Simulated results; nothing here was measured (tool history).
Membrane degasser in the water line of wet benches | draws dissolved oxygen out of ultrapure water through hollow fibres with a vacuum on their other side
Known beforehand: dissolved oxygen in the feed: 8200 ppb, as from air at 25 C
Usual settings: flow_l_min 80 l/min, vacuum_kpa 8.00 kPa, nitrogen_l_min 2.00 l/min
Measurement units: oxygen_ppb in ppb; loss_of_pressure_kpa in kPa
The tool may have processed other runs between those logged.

Run 1, hour 0.0: usual settings. Result: oxygen_ppb 388.6 ppb, loss_of_pressure_kpa 35.06 kPa.
Run 2, hour 277.3: usual settings. Result: oxygen_ppb 392.3 ppb, loss_of_pressure_kpa 35.10 kPa.
Run 3, hour 425.3: usual settings. Result: oxygen_ppb 398.7 ppb, loss_of_pressure_kpa 34.69 kPa.
Run 4, hour 600.6: usual settings but flow_l_min 66 l/min. Result: oxygen_ppb 337.4 ppb, loss_of_pressure_kpa 28.61 kPa.
Run 5, hour 845.8: usual settings. Result: oxygen_ppb 394.2 ppb, loss_of_pressure_kpa 35.11 kPa.
Run 6, hour 1069.7: usual settings. Result: oxygen_ppb 395.6 ppb, loss_of_pressure_kpa 35.21 kPa.
Run 7, hour 1344.2: usual settings but vacuum_kpa 9.22 kPa. Result: oxygen_ppb 489.0 ppb, loss_of_pressure_kpa 35.12 kPa.
Run 8, hour 1522.0: usual settings but nitrogen_l_min 3.76 l/min. Result: oxygen_ppb 237.8 ppb, loss_of_pressure_kpa 35.44 kPa.
Run 9, hour 1743.7: usual settings but nitrogen_l_min 4.22 l/min. Result: oxygen_ppb 217.2 ppb, loss_of_pressure_kpa 35.41 kPa.
Run 10, hour 1923.4: usual settings. Result: oxygen_ppb 399.6 ppb, loss_of_pressure_kpa 35.13 kPa.
Run 11, hour 2172.4: usual settings. Result: oxygen_ppb 400.2 ppb, loss_of_pressure_kpa 35.23 kPa.
Run 12, hour 2442.1: usual settings but nitrogen_l_min 2.12 l/min. Result: oxygen_ppb 384.5 ppb, loss_of_pressure_kpa 35.15 kPa.
Run 13, hour 2584.2: usual settings. Result: oxygen_ppb 402.1 ppb, loss_of_pressure_kpa 35.58 kPa.
Run 14, hour 2784.7: usual settings. Result: oxygen_ppb 408.0 ppb, loss_of_pressure_kpa 35.45 kPa.
Run 15, hour 3038.3: usual settings. Result: oxygen_ppb 407.3 ppb, loss_of_pressure_kpa 35.39 kPa.
Run 16, hour 3272.6: usual settings. Result: oxygen_ppb 408.0 ppb, loss_of_pressure_kpa 35.56 kPa.
Run 17, hour 3475.9: usual settings but flow_l_min 76 l/min, vacuum_kpa 11.56 kPa. Result: oxygen_ppb 637.6 ppb, loss_of_pressure_kpa 33.61 kPa.
Run 18, hour 3613.6: usual settings but flow_l_min 74 l/min, vacuum_kpa 4.93 kPa. Result: oxygen_ppb 163.6 ppb, loss_of_pressure_kpa 32.68 kPa.
Run 19, hour 3811.6: usual settings but flow_l_min 74 l/min, vacuum_kpa 4.93 kPa. Result: oxygen_ppb 164.5 ppb, loss_of_pressure_kpa 33.05 kPa.
Run 20, hour 4053.5: usual settings but vacuum_kpa 7.72 kPa, nitrogen_l_min 4.76 l/min. Result: oxygen_ppb 191.5 ppb, loss_of_pressure_kpa 35.65 kPa.
At hour 4270.2: vacuum gauge calibrated.
Run 21, hour 4280.3: usual settings but flow_l_min 62 l/min, nitrogen_l_min 5.88 l/min. Result: oxygen_ppb 117.8 ppb, loss_of_pressure_kpa 27.41 kPa.
Run 22, hour 4448.7: usual settings but flow_l_min 62 l/min, nitrogen_l_min 5.88 l/min. Result: oxygen_ppb 119.5 ppb, loss_of_pressure_kpa 27.73 kPa.
Run 23, hour 4708.8: usual settings but flow_l_min 63 l/min, vacuum_kpa 4.84 kPa. Result: oxygen_ppb 108.0 ppb, loss_of_pressure_kpa 28.18 kPa.
Run 24, hour 4984.2: usual settings but flow_l_min 63 l/min, vacuum_kpa 4.84 kPa. Result: oxygen_ppb 110.8 ppb, loss_of_pressure_kpa 28.11 kPa.
Run 25, hour 5198.3: usual settings but flow_l_min 63 l/min, vacuum_kpa 4.84 kPa. Result: oxygen_ppb 110.1 ppb, loss_of_pressure_kpa 28.41 kPa.
Run 26, hour 5335.8: usual settings but flow_l_min 70 l/min, vacuum_kpa 11.87 kPa, nitrogen_l_min 4.36 l/min. Result: oxygen_ppb 309.9 ppb, loss_of_pressure_kpa 31.54 kPa.
Run 27, hour 5540.5: usual settings but flow_l_min 70 l/min, vacuum_kpa 11.87 kPa, nitrogen_l_min 4.36 l/min. Result: oxygen_ppb 313.9 ppb, loss_of_pressure_kpa 31.62 kPa.
Run 28, hour 5793.6: usual settings but flow_l_min 70 l/min, vacuum_kpa 17.10 kPa, nitrogen_l_min 2.34 l/min. Result: oxygen_ppb 814.2 ppb, loss_of_pressure_kpa 31.19 kPa.
Run 29, hour 6027.8: usual settings but flow_l_min 70 l/min, vacuum_kpa 17.10 kPa, nitrogen_l_min 2.34 l/min. Result: oxygen_ppb 816.5 ppb, loss_of_pressure_kpa 31.34 kPa.
Run 30, hour 6173.9: usual settings but flow_l_min 49 l/min, vacuum_kpa 15.76 kPa, nitrogen_l_min 0.84 l/min. Result: oxygen_ppb 1204.9 ppb, loss_of_pressure_kpa 22.04 kPa.
Run 31, hour 6317.6: usual settings but flow_l_min 49 l/min, vacuum_kpa 15.76 kPa, nitrogen_l_min 0.84 l/min. Result: oxygen_ppb 1210.8 ppb, loss_of_pressure_kpa 21.91 kPa.
Run 32, hour 6539.7: usual settings but vacuum_kpa 16.37 kPa, nitrogen_l_min 1.79 l/min. Result: oxygen_ppb 1058.1 ppb, loss_of_pressure_kpa 36.01 kPa.

Each row is a separate what-if for the run after 32, all from the same tool condition, not one after another. Results?
At hour 6608.4: seals of the vacuum lines changed.
Run A, hour 6661.0: usual settings but flow_l_min 104 l/min, vacuum_kpa 15.55 kPa, nitrogen_l_min 1.57 l/min. Result: oxygen_ppb ?, loss_of_pressure_kpa ?.
At hour 6608.4: seals of the vacuum lines changed.
Run B, hour 6661.0: usual settings but flow_l_min 122 l/min, vacuum_kpa 16.96 kPa, nitrogen_l_min 1.79 l/min. Result: oxygen_ppb ?, loss_of_pressure_kpa ?.
At hour 6608.4: seals of the vacuum lines changed.
Run C, hour 6661.0: usual settings but vacuum_kpa 16.37 kPa, nitrogen_l_min 4.24 l/min. Result: oxygen_ppb ?, loss_of_pressure_kpa ?.
At hour 6608.4: seals of the vacuum lines changed.
Run D, hour 6661.0: usual settings but nitrogen_l_min 1.10 l/min. Result: oxygen_ppb ?, loss_of_pressure_kpa ?.

run  oxygen_ppb  loss_of_pressure_kpa
  A      1287.2                 47.02
  B      1453.2                 55.04
  C       533.7                 36.09
  D       594.0                 35.98
The same runs, with their run-to-run variation unchanged, on a tool lacking any hidden condition would have given:
run  oxygen_ppb  loss_of_pressure_kpa
  A      1270.4                 43.18
  B      1434.5                 50.52
  C       526.5                 33.14
  D       575.5                 33.01

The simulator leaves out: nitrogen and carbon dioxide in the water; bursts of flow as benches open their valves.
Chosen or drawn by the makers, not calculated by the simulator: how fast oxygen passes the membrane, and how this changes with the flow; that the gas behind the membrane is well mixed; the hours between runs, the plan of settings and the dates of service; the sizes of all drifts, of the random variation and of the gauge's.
